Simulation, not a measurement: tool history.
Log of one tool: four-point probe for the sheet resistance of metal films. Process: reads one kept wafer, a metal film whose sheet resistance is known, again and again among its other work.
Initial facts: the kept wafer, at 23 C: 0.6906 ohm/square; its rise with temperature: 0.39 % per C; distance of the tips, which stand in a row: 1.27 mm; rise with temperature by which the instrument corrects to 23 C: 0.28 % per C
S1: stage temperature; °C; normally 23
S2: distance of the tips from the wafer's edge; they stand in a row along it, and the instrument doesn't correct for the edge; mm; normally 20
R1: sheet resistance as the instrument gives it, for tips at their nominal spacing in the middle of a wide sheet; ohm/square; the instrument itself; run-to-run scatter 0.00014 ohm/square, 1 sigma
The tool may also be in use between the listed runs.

run 1 hour=0 | S1=23 S2=20 | R1=0.694835
run 2 hour=13.7 | S1=23 S2=11 | R1=0.698233
run 3 hour=34.9 | S1=23 S2=11 | R1=0.698443
run 4 hour=56.2 | S1=22 S2=11 | R1=0.697684
run 5 hour=81.3 | S1=22 S2=11 | R1=0.697622
run 6 hour=103.2 | S1=22 S2=11 | R1=0.697538
run 7 hour=124.9 | S1=23 S2=20 | R1=0.695014
run 8 hour=137.8 | S1=27 S2=20 | R1=0.697952
run 9 hour=156.8 | S1=27 S2=20 | R1=0.697931
run 10 hour=180.9 | S1=27 S2=20 | R1=0.698024
run 11 hour=197.9 | S1=23 S2=6 | R1=0.709729
run 12 hour=223.3 | S1=23 S2=6 | R1=0.710222
run 13 hour=245.7 | S1=23 S2=20 | R1=0.695381
run 14 hour=276.8 | S1=23 S2=20 | R1=0.695229
run 15 hour=293.3 | S1=32 S2=20 | R1=0.70169
run 16 hour=319.2 | S1=32 S2=20 | R1=0.701669
run 17 hour=347.9 | S1=32 S2=20 | R1=0.701677
run 18 hour=367.8 | S1=32 S2=20 | R1=0.701731
run 19 hour=387.4 | S1=21 S2=6 | R1=0.708866
run 20 hour=416.8 | S1=30 S2=15 | R1=0.701723
run 21 hour=443.1 | S1=31 S2=27 | R1=0.700729
-- hour=445.6 stage's thermometer calibrated
run 22 hour=473.8 | S1=28 S2=69 | R1=0.697463
-- hour=492.7 stage's thermometer calibrated, once more
run 23 hour=499.2 | S1=23 S2=4 | R1=0.730114
run 24 hour=515.3 | S1=33 S2=55 | R1=0.701986
run 25 hour=530.7 | S1=33 S2=55 | R1=0.701933
run 26 hour=548.3 | S1=33 S2=55 | R1=0.702137
run 27 hour=562.4 | S1=19 S2=3 | R1=0.752106
run 28 hour=580.7 | S1=33 S2=6 | R1=0.718311
run 29 hour=602.4 | S1=30 S2=4 | R1=0.735646
run 30 hour=629.1 | S1=30 S2=4 | R1=0.735669
run 31 hour=647.9 | S1=30 S2=4 | R1=0.735686
run 32 hour=674.8 | S1=30 S2=4 | R1=0.735885
run 33 hour=688.1 | S1=18 S2=6 | R1=0.707639

Here are 3 independent what-if runs from the current tool condition. What would each one return?
run A hour=703.9 | S1=22 S2=3 | R1=?
run B hour=703.9 | S1=31 S2=9 | R1=?
run C hour=703.9 | S1=35 S2=29 | R1=?

run=A R1=0.755083
run=B R1=0.708061
run=C R1=0.70398
The same runs, with their run-to-run variation unchanged, on a tool lacking any hidden condition would have given:
run=A R1=0.750382
run=B R1=0.703621
run=C R1=0.699561
